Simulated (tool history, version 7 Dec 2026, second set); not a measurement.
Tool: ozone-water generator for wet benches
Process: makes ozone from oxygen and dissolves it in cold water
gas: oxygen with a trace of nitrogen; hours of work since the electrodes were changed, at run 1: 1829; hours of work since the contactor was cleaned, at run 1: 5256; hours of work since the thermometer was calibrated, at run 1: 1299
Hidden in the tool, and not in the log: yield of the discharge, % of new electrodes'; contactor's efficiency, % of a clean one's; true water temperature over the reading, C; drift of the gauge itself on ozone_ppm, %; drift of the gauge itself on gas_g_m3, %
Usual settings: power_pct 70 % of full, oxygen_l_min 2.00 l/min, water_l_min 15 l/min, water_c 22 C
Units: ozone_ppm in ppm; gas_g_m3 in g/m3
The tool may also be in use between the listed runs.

run,hour,power_pct,oxygen_l_min,water_l_min,water_c,hours of work since the electrodes were changed,hours of work since the contactor was cleaned,hours of work since the thermometer was calibrated,ozone_ppm,gas_g_m3
1,0.0,70,2.00,15,22,1829,5256,1299,8.55,142.1
2,127.5,70,2.00,15,22,1945,5372,1415,8.53,140.8
3,248.2,70,2.00,15,22,2055,5481,1525,8.44,139.3
4,355.2,70,2.00,15,22,2152,5579,1622,8.38,139.3
5,436.0,70,2.00,9,22,2225,5652,1695,13.65,138.8
6,573.0,70,1.71,15,22,2350,5777,1820,8.28,153.4
7,654.2,70,2.00,15,22,2424,5851,1894,8.27,140.5
8,738.7,70,2.00,15,19,2501,5928,1971,8.71,137.8
9,819.2,70,2.00,15,14,2574,6001,2044,9.09,138.6
10,1004.5,70,2.00,15,14,2743,6169,2213,9.08,139.6
11,1097.5,70,2.00,15,14,2827,6254,2297,9.09,138.6
12,1260.9,70,2.00,15,14,2976,6403,2446,8.93,139.0
13,1356.8,70,2.00,15,16,3063,6490,2533,8.94,139.1
# hour 1370.7: contactor cleaned
14,1534.0,70,2.00,15,16,3221,149,2691,8.60,137.2
15,1718.1,70,2.00,15,22,3388,316,2858,7.98,138.5
16,1811.9,70,2.00,15,22,3474,401,2944,8.13,139.0
17,1971.0,70,2.00,15,22,3618,546,3088,8.03,136.8
18,2144.6,84,2.00,15,22,3776,704,3246,8.98,154.5
# hour 2211.9: contactor cleaned, once more
19,2301.2,84,2.10,15,23,3915,81,3385,9.68,150.5
20,2428.2,70,2.00,23,22,4031,197,3501,5.43,135.4
# hour 2584.9: water thermometer calibrated
21,2589.5,68,2.00,10,22,4177,343,4,12.49,131.8
22,2756.5,56,2.00,22,22,4329,495,156,4.79,116.4
23,2859.0,56,1.41,22,22,4422,588,249,4.53,143.4
24,2948.5,70,2.00,15,29,4504,670,331,7.97,136.1
25,3033.3,70,2.00,15,29,4581,747,408,7.85,134.8
26,3216.5,70,2.00,15,29,4747,914,575,7.73,133.9
27,3350.9,70,2.00,15,28,4870,1036,697,8.05,135.1
28,3524.9,63,2.41,15,24,5028,1194,855,7.75,111.9
29,3649.8,50,2.00,15,17,5142,1308,969,6.90,107.8
30,3751.0,50,2.00,15,17,5234,1400,1061,6.85,106.3
31,3835.3,50,1.50,14,29,5310,1477,1138,6.50,124.9
32,3990.1,50,1.50,14,29,5451,1617,1278,6.51,124.6
33,4151.4,44,2.00,13,22,5598,1764,1425,7.09,97.7

How the hidden state differs across the entries between the runs, from the last listed run before each to the first after it:
Between runs 13 and 14: contactor cleaned (hour 1370.7)
  yield of the discharge, % of new electrodes': 95.7 -> 95.4; contactor's efficiency, % of a clean one's: 91.3 -> 86.2; true water temperature over the reading, C: 0.26 -> 0.28
  measured less the result without the state, ozone_ppm: -0.89 -> -1.19 ppm; gas_g_m3: -6.3 -> -6.5 g/m3
Between runs 18 and 19: contactor cleaned, once more (hour 2211.9)
  yield of the discharge, % of new electrodes': 94.6 -> 94.4; contactor's efficiency, % of a clean one's: 85.4 -> 99.5; true water temperature over the reading, C: 0.33 -> 0.35
  measured less the result without the state, ozone_ppm: -1.48 -> -0.72 ppm; gas_g_m3: -10.0 -> -10.0 g/m3
Between runs 20 and 21: water thermometer calibrated (hour 2584.9)
  yield of the discharge, % of new electrodes': 94.3 -> 94.1; contactor's efficiency, % of a clean one's: 99.3 -> 99.1; true water temperature over the reading, C: 0.36 -> -0.04
  measured less the result without the state, ozone_ppm: -0.36 -> -0.80 ppm; gas_g_m3: -8.3 -> -8.0 g/m3
